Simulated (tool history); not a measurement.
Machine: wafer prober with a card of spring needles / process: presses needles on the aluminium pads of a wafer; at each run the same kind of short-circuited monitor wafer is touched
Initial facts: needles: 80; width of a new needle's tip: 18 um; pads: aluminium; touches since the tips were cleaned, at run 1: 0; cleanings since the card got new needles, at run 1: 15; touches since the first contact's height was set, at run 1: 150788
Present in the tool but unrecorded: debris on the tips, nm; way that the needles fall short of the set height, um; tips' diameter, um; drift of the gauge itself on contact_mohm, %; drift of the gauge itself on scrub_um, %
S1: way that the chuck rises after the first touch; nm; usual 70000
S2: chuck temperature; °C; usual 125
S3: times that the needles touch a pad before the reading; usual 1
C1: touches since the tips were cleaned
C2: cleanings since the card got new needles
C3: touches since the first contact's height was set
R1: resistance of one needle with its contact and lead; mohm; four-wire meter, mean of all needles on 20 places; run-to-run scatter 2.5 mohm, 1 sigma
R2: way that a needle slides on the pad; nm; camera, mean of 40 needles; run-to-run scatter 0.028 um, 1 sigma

Run 1, hour 0.0: usual settings; C1 0; C2 15; C3 150788. Result: R1 299 mohm, R2 17780 nm.
Run 2, hour 21.5: usual settings but S1 68000 nm; C1 6335; C2 15; C3 157123. Result: R1 398 mohm, R2 17240 nm.
At hour 23.8: height of the first contact set anew.
At hour 30.7: tips cleaned on abrasive film.
Run 3, hour 53.3: usual settings but S1 76000 nm; C1 6672; C2 16; C3 8680. Result: R1 376 mohm, R2 19750 nm.
At hour 61.6: tips cleaned on abrasive film.
Run 4, hour 83.3: usual settings but S1 62000 nm; C1 6404; C2 17; C3 17510. Result: R1 410 mohm, R2 16070 nm.
At hour 91.0: tips cleaned on abrasive film.
Run 5, hour 117.7: usual settings but S1 62000 nm; C1 7861; C2 18; C3 27615. Result: R1 407 mohm, R2 16020 nm.
At hour 120.8: tips cleaned on abrasive film.
At hour 150.3: tips cleaned on abrasive film.
Run 6, hour 150.3: usual settings but S1 62000 nm; C1 0; C2 20; C3 37209. Result: R1 308 mohm, R2 15990 nm.
At hour 179.7: tips cleaned on abrasive film.
Run 7, hour 180.9: usual settings; C1 351; C2 21; C3 46212. Result: R1 302 mohm, R2 18070 nm.
At hour 209.4: tips cleaned on abrasive film.
Run 8, hour 221.3: usual settings; C1 3520; C2 22; C3 58106. Result: R1 368 mohm, R2 17990 nm.
At hour 239.2: tips cleaned on abrasive film.
Run 9, hour 261.9: usual settings; C1 6684; C2 23; C3 70053. Result: R1 390 mohm, R2 17990 nm.
At hour 270.2: tips cleaned on abrasive film.
Run 10, hour 289.7: usual settings but S1 84000 nm; C1 5751; C2 24; C3 78227. Result: R1 363 mohm, R2 21620 nm.
At hour 301.3: tips cleaned on abrasive film.
Run 11, hour 316.5: usual settings but S1 84000 nm; C1 4480; C2 25; C3 86121. Result: R1 351 mohm, R2 21550 nm.
At hour 331.8: tips cleaned on abrasive film.
Run 12, hour 336.8: usual settings but S2 101 °C; C1 1449; C2 26; C3 92077. Result: R1 330 mohm, R2 17890 nm.
At hour 361.8: tips cleaned on abrasive film.
Run 13, hour 369.7: usual settings but S1 71000 nm, S2 101 °C; C1 2322; C2 27; C3 101773. Result: R1 341 mohm, R2 18180 nm.
At hour 393.4: tips cleaned on abrasive film.
Run 14, hour 416.1: usual settings but S1 71000 nm, S2 101 °C; C1 6704; C2 28; C3 115463. Result: R1 387 mohm, R2 18160 nm.
At hour 423.0: tips cleaned on abrasive film.
Run 15, hour 440.0: usual settings; C1 5021; C2 29; C3 122468. Result: R1 383 mohm, R2 17820 nm.
At hour 452.7: tips cleaned on abrasive film.
Run 16, hour 462.5: usual settings but S1 79000 nm; C1 2891; C2 30; C3 129101. Result: R1 344 mohm, R2 20160 nm.
At hour 484.6: tips cleaned on abrasive film.
Run 17, hour 484.6: usual settings but S1 87000 nm, S2 88 °C; C1 0; C2 31; C3 135601. Result: R1 283 mohm, R2 22210 nm.
At hour 514.0: tips cleaned on abrasive film.
Run 18, hour 515.8: usual settings but S2 45 °C; C1 534; C2 32; C3 144768. Result: R1 291 mohm, R2 17760 nm.
At hour 543.9: tips cleaned on abrasive film.
Run 19, hour 557.1: usual settings but S2 45 °C; C1 3886; C2 33; C3 156926. Result: R1 372 mohm, R2 17750 nm.
At hour 560.9: height of the first contact set anew.
At hour 575.0: tips cleaned on abrasive film.
Run 20, hour 588.2: usual settings but S1 54000 nm; C1 3887; C2 34; C3 8024. Result: R1 418 mohm, R2 14020 nm.
At hour 606.1: tips cleaned on abrasive film.
Run 21, hour 625.4: usual settings but S2 59 °C, S3 2; C1 5700; C2 35; C3 18979. Result: R1 335 mohm, R2 18130 nm.
At hour 636.4: tips cleaned on abrasive film.
Run 22, hour 653.0: usual settings but S1 64000 nm, S2 67 °C, S3 2; C1 4887; C2 36; C3 27106. Result: R1 337 mohm, R2 16540 nm.
At hour 668.0: tips cleaned on abrasive film.
Run 23, hour 672.3: usual settings but S1 77000 nm, S2 29 °C; C1 1292; C2 37; C3 32792. Result: R1 296 mohm, R2 19920 nm.
At hour 698.0: tips cleaned on abrasive film.
Run 24, hour 712.3: usual settings but S1 63000 nm, S2 61 °C, S3 2; C1 4204; C2 38; C3 44557. Result: R1 340 mohm, R2 16280 nm.
At hour 729.1: tips cleaned on abrasive film.
Run 25, hour 746.4: usual settings but S2 32 °C; C1 5108; C2 39; C3 54596. Result: R1 372 mohm, R2 18050 nm.
At hour 762.1: tips cleaned on abrasive film.
Run 26, hour 782.7: usual settings but S2 27 °C, S3 2; C1 6083; C2 40; C3 65291. Result: R1 330 mohm, R2 17980 nm.
At hour 793.2: tips cleaned on abrasive film.
Run 27, hour 814.5: usual settings but S2 27 °C, S3 2; C1 6298; C2 41; C3 74669. Result: R1 332 mohm, R2 18020 nm.
At hour 823.4: tips cleaned on abrasive film.
At hour 853.6: tips cleaned on abrasive film.
Run 28, hour 859.8: usual settings but S2 42 °C; C1 1813; C2 43; C3 87968. Result: R1 332 mohm, R2 17890 nm.
Run 29, hour 882.5: usual settings but S2 42 °C; C1 8509; C2 43; C3 94664. Result: R1 400 mohm, R2 17920 nm.
At hour 886.6: tips cleaned on abrasive film.
At hour 918.3: tips cleaned on abrasive film.
Run 30, hour 920.6: usual settings but S1 81000 nm, S2 38 °C, S3 2; C1 677; C2 45; C3 105868. Result: R1 273 mohm, R2 20710 nm.
At hour 948.3: tips cleaned on abrasive film.
Run 31, hour 958.1: usual settings but S2 105 °C, S3 2; C1 2893; C2 46; C3 116911. Result: R1 330 mohm, R2 17900 nm.
At hour 981.3: tips cleaned on abrasive film.
Run 32, hour 982.7: usual settings but S2 105 °C; C1 401; C2 47; C3 124139. Result: R1 306 mohm, R2 17790 nm.

Alternative continuations, all from the tool just after run 32; predict every row:
At hour 1013.0: tips cleaned on abrasive film.
Run A, hour 1023.3: usual settings but S1 53000 nm, S2 105 °C; C1 3034; C2 48; C3 136098. Result: R1 ?, R2 ?.
At hour 1013.0: tips cleaned on abrasive film.
Run B, hour 1023.3: usual settings but S3 3; C1 3034; C2 48; C3 136098. Result: R1 ?, R2 ?.
At hour 1013.0: tips cleaned on abrasive film.
Run C, hour 1023.3: usual settings but S1 64000 nm, S2 37 °C, S3 2; C1 3034; C2 48; C3 136098. Result: R1 ?, R2 ?.
At hour 1013.0: tips cleaned on abrasive film.
Run D, hour 1023.3: usual settings but S1 72000 nm, S2 78 °C, S3 3; C1 3034; C2 48; C3 136098. Result: R1 ?, R2 ?.

run   R1     R2
  A  428  13350
  B  323  17780
  C  332  16200
  D  303  18320
Take away the tool's hidden state, keep each run's random variation, and the runs would have read:
run   R1     R2
  A  288  13760
  B  293  18180
  C  266  16600
  D  272  18720

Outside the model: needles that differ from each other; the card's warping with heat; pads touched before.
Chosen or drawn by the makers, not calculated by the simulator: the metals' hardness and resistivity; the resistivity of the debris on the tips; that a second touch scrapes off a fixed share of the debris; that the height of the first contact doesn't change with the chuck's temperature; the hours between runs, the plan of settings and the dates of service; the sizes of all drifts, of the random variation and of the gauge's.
